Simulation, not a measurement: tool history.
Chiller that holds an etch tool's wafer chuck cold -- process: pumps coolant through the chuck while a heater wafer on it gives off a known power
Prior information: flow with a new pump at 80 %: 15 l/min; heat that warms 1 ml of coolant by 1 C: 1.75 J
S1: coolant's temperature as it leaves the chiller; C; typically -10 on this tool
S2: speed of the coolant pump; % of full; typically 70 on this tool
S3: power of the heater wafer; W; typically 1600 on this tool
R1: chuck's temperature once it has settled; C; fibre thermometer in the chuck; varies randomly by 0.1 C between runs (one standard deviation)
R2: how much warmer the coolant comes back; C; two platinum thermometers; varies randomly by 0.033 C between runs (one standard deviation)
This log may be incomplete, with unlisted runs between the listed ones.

run   hour   S1  S2    S3    R1    R2
  1    0.0  -10  70  1600   4.8  4.18
  2   50.1  -10  70  1600   4.7  4.18
  3   74.8  -10  70  1600   4.7  4.23
  4  124.3  -10  70  1600   4.7  4.21
  5  162.9   -8  70  1600   6.6  4.14
  6  184.4   -8  70  1600   6.5  4.17
  7  221.0   -8  70  1600   6.8  4.12
  8  247.9   -9  81   814  -2.3  1.78
  9  294.9   -9  81   814  -2.5  1.83
 10  322.8   -9  98   814  -2.9  1.39
 11  354.6   -7  87  1600   5.8  3.29
     367.9  -- chiller's thermometer calibrated
 12  397.0   -3  99  1148   5.3  1.96
 13  444.5   -3  99  1148   5.5  2.01

5 options for the next run, each taken on its own from the tool as it stands now. Forecast them:
  A  468.4   -9  93  1148   ?   ?
  B  468.4   -9  84  1560   ?   ?
  C  468.4  -17  70  1016   ?   ?
  D  468.4  -10  88  2247   ?   ?
  E  468.4  -10  89  1600   ?   ?

run    R1    R2
  A  -0.2  2.17
  B   3.8  3.29
  C  -7.6  2.54
  D   7.8  4.58
  E   2.7  3.20
Without the tool's hidden state the same runs would have given:
run    R1    R2
  A  -0.2  2.27
  B   3.8  3.39
  C  -7.6  2.63
  D   7.8  4.67
  E   2.7  3.30

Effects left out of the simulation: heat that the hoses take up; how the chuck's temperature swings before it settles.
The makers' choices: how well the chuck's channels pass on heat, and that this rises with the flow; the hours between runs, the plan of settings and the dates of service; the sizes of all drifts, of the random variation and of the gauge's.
